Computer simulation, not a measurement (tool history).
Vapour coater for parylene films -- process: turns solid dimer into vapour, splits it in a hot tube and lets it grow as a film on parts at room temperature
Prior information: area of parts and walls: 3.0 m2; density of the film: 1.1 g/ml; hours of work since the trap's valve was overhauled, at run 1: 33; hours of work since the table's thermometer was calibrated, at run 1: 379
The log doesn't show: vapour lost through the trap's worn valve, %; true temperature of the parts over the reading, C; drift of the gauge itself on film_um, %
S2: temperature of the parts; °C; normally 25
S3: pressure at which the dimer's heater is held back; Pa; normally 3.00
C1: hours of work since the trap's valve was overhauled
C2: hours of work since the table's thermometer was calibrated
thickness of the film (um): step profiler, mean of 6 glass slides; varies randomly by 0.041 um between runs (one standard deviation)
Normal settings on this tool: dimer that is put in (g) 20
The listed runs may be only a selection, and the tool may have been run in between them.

{"run": 1, "hour": 0.0, "dimer that is put in (g)": 20, "S2": 25, "S3": 3.0, "C1": 33, "C2": 379, "thickness of the film (um)": 4.33}
{"run": 2, "hour": 66.1, "dimer that is put in (g)": 20, "S2": 25, "S3": 3.0, "C1": 84, "C2": 429, "thickness of the film (um)": 4.29}
{"run": 3, "hour": 102.0, "dimer that is put in (g)": 20, "S2": 25, "S3": 3.0, "C1": 111, "C2": 457, "thickness of the film (um)": 4.29}
{"run": 4, "hour": 131.8, "dimer that is put in (g)": 20, "S2": 25, "S3": 3.0, "C1": 134, "C2": 479, "thickness of the film (um)": 4.33}
{"run": 5, "hour": 164.1, "dimer that is put in (g)": 20, "S2": 25, "S3": 3.0, "C1": 158, "C2": 504, "thickness of the film (um)": 4.25}
{"run": 6, "hour": 220.6, "dimer that is put in (g)": 20, "S2": 25, "S3": 3.0, "C1": 201, "C2": 547, "thickness of the film (um)": 4.19}
{"run": 7, "hour": 291.4, "dimer that is put in (g)": 20, "S2": 25, "S3": 3.0, "C1": 255, "C2": 601, "thickness of the film (um)": 4.21}
{"run": 8, "hour": 342.3, "dimer that is put in (g)": 20, "S2": 25, "S3": 3.0, "C1": 294, "C2": 640, "thickness of the film (um)": 4.08}
{"run": 9, "hour": 405.2, "dimer that is put in (g)": 20, "S2": 25, "S3": 3.0, "C1": 342, "C2": 688, "thickness of the film (um)": 4.11}
{"run": 10, "hour": 463.8, "dimer that is put in (g)": 20, "S2": 25, "S3": 3.0, "C1": 387, "C2": 732, "thickness of the film (um)": 3.97}
{"run": 11, "hour": 518.7, "dimer that is put in (g)": 20, "S2": 25, "S3": 3.0, "C1": 429, "C2": 774, "thickness of the film (um)": 4.0}
{"run": 12, "hour": 571.5, "dimer that is put in (g)": 20, "S2": 25, "S3": 3.0, "C1": 469, "C2": 814, "thickness of the film (um)": 3.99}
{"run": 13, "hour": 621.7, "dimer that is put in (g)": 20, "S2": 25, "S3": 3.0, "C1": 507, "C2": 853, "thickness of the film (um)": 3.88}
{"run": 14, "hour": 664.2, "dimer that is put in (g)": 20, "S2": 25, "S3": 3.0, "C1": 539, "C2": 885, "thickness of the film (um)": 3.83}
{"run": 15, "hour": 704.5, "dimer that is put in (g)": 20, "S2": 25, "S3": 3.0, "C1": 570, "C2": 916, "thickness of the film (um)": 3.8}
{"hour": 732.9, "done": "trap's valve overhauled"}
{"run": 16, "hour": 769.6, "dimer that is put in (g)": 20, "S2": 25, "S3": 3.0, "C1": 28, "C2": 962, "thickness of the film (um)": 4.17}
{"run": 17, "hour": 804.0, "dimer that is put in (g)": 20, "S2": 25, "S3": 3.0, "C1": 54, "C2": 989, "thickness of the film (um)": 4.23}
{"run": 18, "hour": 851.2, "dimer that is put in (g)": 20, "S2": 33, "S3": 3.0, "C1": 90, "C2": 1025, "thickness of the film (um)": 2.79}
{"hour": 878.3, "done": "table's thermometer calibrated"}
{"run": 19, "hour": 916.8, "dimer that is put in (g)": 20, "S2": 33, "S3": 3.0, "C1": 139, "C2": 29, "thickness of the film (um)": 2.75}
{"run": 20, "hour": 976.1, "dimer that is put in (g)": 20, "S2": 31, "S3": 3.0, "C1": 185, "C2": 75, "thickness of the film (um)": 2.9}
{"run": 21, "hour": 1011.1, "dimer that is put in (g)": 20, "S2": 31, "S3": 3.0, "C1": 211, "C2": 101, "thickness of the film (um)": 3.02}
{"run": 22, "hour": 1054.6, "dimer that is put in (g)": 20, "S2": 31, "S3": 3.0, "C1": 244, "C2": 134, "thickness of the film (um)": 2.96}
{"run": 23, "hour": 1120.9, "dimer that is put in (g)": 20, "S2": 31, "S3": 3.0, "C1": 295, "C2": 185, "thickness of the film (um)": 2.92}
{"run": 24, "hour": 1156.6, "dimer that is put in (g)": 20, "S2": 25, "S3": 7.31, "C1": 322, "C2": 212, "thickness of the film (um)": 3.42}
{"run": 25, "hour": 1217.0, "dimer that is put in (g)": 13, "S2": 19, "S3": 9.15, "C1": 368, "C2": 258, "thickness of the film (um)": 2.83}
{"run": 26, "hour": 1249.2, "dimer that is put in (g)": 19, "S2": 29, "S3": 3.0, "C1": 393, "C2": 283, "thickness of the film (um)": 2.97}
{"hour": 1289.2, "done": "table's thermometer calibrated, once more"}
{"run": 27, "hour": 1319.2, "dimer that is put in (g)": 20, "S2": 20, "S3": 9.37, "C1": 445, "C2": 23, "thickness of the film (um)": 4.49}
{"run": 28, "hour": 1389.5, "dimer that is put in (g)": 10, "S2": 19, "S3": 3.0, "C1": 499, "C2": 76, "thickness of the film (um)": 2.74}
{"run": 29, "hour": 1459.7, "dimer that is put in (g)": 10, "S2": 19, "S3": 3.0, "C1": 552, "C2": 130, "thickness of the film (um)": 2.64}
{"run": 30, "hour": 1499.4, "dimer that is put in (g)": 8, "S2": 25, "S3": 4.31, "C1": 583, "C2": 160, "thickness of the film (um)": 1.48}
{"hour": 1508.8, "done": "trap's valve overhauled"}
{"run": 31, "hour": 1574.1, "dimer that is put in (g)": 8, "S2": 25, "S3": 4.31, "C1": 50, "C2": 214, "thickness of the film (um)": 1.65}
{"run": 32, "hour": 1611.9, "dimer that is put in (g)": 8, "S2": 25, "S3": 4.31, "C1": 79, "C2": 243, "thickness of the film (um)": 1.65}
{"run": 33, "hour": 1658.7, "dimer that is put in (g)": 8, "S2": 25, "S3": 4.31, "C1": 114, "C2": 279, "thickness of the film (um)": 1.61}
{"run": 34, "hour": 1709.2, "dimer that is put in (g)": 20, "S2": 26, "S3": 3.29, "C1": 153, "C2": 317, "thickness of the film (um)": 4.05}
{"run": 35, "hour": 1767.1, "dimer that is put in (g)": 17, "S2": 23, "S3": 5.09, "C1": 197, "C2": 361, "thickness of the film (um)": 3.69}
{"run": 36, "hour": 1797.9, "dimer that is put in (g)": 8, "S2": 35, "S3": 4.98, "C1": 220, "C2": 385, "thickness of the film (um)": 0.97}
{"run": 37, "hour": 1856.6, "dimer that is put in (g)": 20, "S2": 19, "S3": 3.84, "C1": 265, "C2": 429, "thickness of the film (um)": 5.36}
{"run": 38, "hour": 1893.9, "dimer that is put in (g)": 27, "S2": 25, "S3": 6.17, "C1": 293, "C2": 458, "thickness of the film (um)": 5.09}
{"run": 39, "hour": 1946.5, "dimer that is put in (g)": 20, "S2": 25, "S3": 2.11, "C1": 334, "C2": 498, "thickness of the film (um)": 4.32}
{"run": 40, "hour": 1990.1, "dimer that is put in (g)": 27, "S2": 26, "S3": 2.46, "C1": 367, "C2": 531, "thickness of the film (um)": 5.38}
{"run": 41, "hour": 2042.5, "dimer that is put in (g)": 27, "S2": 26, "S3": 2.46, "C1": 407, "C2": 571, "thickness of the film (um)": 5.39}
{"run": 42, "hour": 2083.2, "dimer that is put in (g)": 12, "S2": 33, "S3": 6.09, "C1": 438, "C2": 602, "thickness of the film (um)": 1.45}
{"run": 43, "hour": 2145.6, "dimer that is put in (g)": 21, "S2": 22, "S3": 2.23, "C1": 485, "C2": 650, "thickness of the film (um)": 5.05}
{"run": 44, "hour": 2212.3, "dimer that is put in (g)": 9, "S2": 18, "S3": 2.97, "C1": 536, "C2": 700, "thickness of the film (um)": 2.47}
{"run": 45, "hour": 2254.2, "dimer that is put in (g)": 26, "S2": 33, "S3": 5.54, "C1": 568, "C2": 732, "thickness of the film (um)": 3.14}
{"hour": 2284.5, "done": "trap's valve overhauled"}
{"run": 46, "hour": 2324.5, "dimer that is put in (g)": 21, "S2": 17, "S3": 3.0, "C1": 31, "C2": 783, "thickness of the film (um)": 6.14}
{"run": 47, "hour": 2391.2, "dimer that is put in (g)": 21, "S2": 17, "S3": 3.0, "C1": 81, "C2": 834, "thickness of the film (um)": 6.14}

How would selected steps in thickness of the film (um) from run to run divide? Give the signed amount a tool lacking its hidden state would still show from settings, what came in and random variation, and the signed amount left for the hidden state, including any gauge scatter that is not in both of the compared results.
Run 36 -> 37: dimer that is put in (g) 8 -> 20, S2 35 -> 19, S3 4.98 -> 3.84. thickness of the film (um) +4.39: hidden state -0.33, all else +4.72.
Run 41 -> 42: dimer that is put in (g) 27 -> 12, S2 26 -> 33, S3 2.46 -> 6.09. thickness of the film (um) -3.94: hidden state +0.41, all else -4.35.
Run 42 -> 43: dimer that is put in (g) 12 -> 21, S2 33 -> 22, S3 6.09 -> 2.23. thickness of the film (um) +3.60: hidden state -0.48, all else +4.08.
Run 43 -> 44: dimer that is put in (g) 21 -> 9, S2 22 -> 18, S3 2.23 -> 2.97. thickness of the film (um) -2.58: hidden state +0.42, all else -3.00.
Run 45 -> 46: dimer that is put in (g) 26 -> 21, S2 33 -> 17, S3 5.54 -> 3.00, trap's valve overhauled. thickness of the film (um) +3.00: hidden state +0.43, all else +2.57.
